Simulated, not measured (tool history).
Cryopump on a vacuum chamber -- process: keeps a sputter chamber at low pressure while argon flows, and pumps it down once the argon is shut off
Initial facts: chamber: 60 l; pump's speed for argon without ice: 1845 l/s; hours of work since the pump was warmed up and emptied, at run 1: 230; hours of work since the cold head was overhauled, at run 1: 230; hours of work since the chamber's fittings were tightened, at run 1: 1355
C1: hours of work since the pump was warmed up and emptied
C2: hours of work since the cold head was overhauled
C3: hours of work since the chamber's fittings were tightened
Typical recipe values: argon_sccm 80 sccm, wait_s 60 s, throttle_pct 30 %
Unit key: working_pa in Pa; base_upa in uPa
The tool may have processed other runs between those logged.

Run 1, hour 0.0: usual settings; C1 230; C2 230; C3 1355. Result: working_pa 0.2492 Pa, base_upa 2.52 uPa.
Run 2, hour 57.7: usual settings but argon_sccm 139 sccm; C1 274; C2 274; C3 1399. Result: working_pa 0.4418 Pa, base_upa 2.67 uPa.
Run 3, hour 136.4: usual settings but wait_s 198 s; C1 333; C2 333; C3 1458. Result: working_pa 0.2556 Pa, base_upa 2.09 uPa.
Run 4, hour 208.5: usual settings; C1 388; C2 388; C3 1513. Result: working_pa 0.2537 Pa, base_upa 2.88 uPa.
Run 5, hour 274.4: usual settings; C1 438; C2 438; C3 1563. Result: working_pa 0.2578 Pa, base_upa 2.96 uPa.
Run 6, hour 366.1: usual settings; C1 507; C2 507; C3 1632. Result: working_pa 0.2595 Pa, base_upa 3.09 uPa.
At hour 412.3: leaking fittings of the chamber tightened, without venting.
Run 7, hour 438.0: usual settings; C1 560; C2 560; C3 19. Result: working_pa 0.2618 Pa, base_upa 1.18 uPa.
Run 8, hour 527.4: usual settings but argon_sccm 57 sccm; C1 628; C2 628; C3 87. Result: working_pa 0.1860 Pa, base_upa 1.25 uPa.
Run 9, hour 607.1: usual settings but argon_sccm 149 sccm, throttle_pct 21 %; C1 688; C2 688; C3 147. Result: working_pa 0.6901 Pa, base_upa 1.39 uPa.

Run 10 has not been measured yet. What should we expect?
Run 10, hour 662.1: usual settings but argon_sccm 149 sccm, throttle_pct 21 %; C1 729; C2 729; C3 189. Result: working_pa ?, base_upa ?.

Logged for run 10: working_pa 0.6860 Pa, base_upa 1.42 uPa.
On a tool with no hidden condition, and with the same random variation, this run would have come out at working_pa 0.6446 Pa, base_upa 1.08 uPa.
